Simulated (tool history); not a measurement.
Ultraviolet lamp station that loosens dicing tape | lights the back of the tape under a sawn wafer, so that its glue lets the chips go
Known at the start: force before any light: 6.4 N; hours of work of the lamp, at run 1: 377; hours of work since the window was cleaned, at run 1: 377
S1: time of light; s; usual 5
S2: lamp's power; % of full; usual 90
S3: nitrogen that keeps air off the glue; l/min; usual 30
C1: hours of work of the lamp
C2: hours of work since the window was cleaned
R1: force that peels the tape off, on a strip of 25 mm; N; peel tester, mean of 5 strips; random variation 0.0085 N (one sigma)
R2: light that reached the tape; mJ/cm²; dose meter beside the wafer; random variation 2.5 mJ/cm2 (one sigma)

run   hour  S1  S2  S3   C1   C2     R1   R2
  1      0   5  90  30  377  377  0.355  306
  2   40.5   5  90  30  405  405  0.334  305
  3   75.4   5  90  30  430  430  0.349  306
  4  104.6   5  90  30  451  451  0.345  308
     151.8  -- window cleaned of glue's vapour
  5  151.8   5  90  30  484    0  0.334  305
  6  200.3   5  90  30  519   34  0.369  309
  7  259.4   9  96  22  561   77  0.208  585

Forecast run 8:
  8  330.1   5  86  16  611  127   ?   ?

R1: 0.598 N
R2: 295 mJ/cm²
Without the tool's hidden state the same run would have given R1 0.597 N, R2 295 mJ/cm².

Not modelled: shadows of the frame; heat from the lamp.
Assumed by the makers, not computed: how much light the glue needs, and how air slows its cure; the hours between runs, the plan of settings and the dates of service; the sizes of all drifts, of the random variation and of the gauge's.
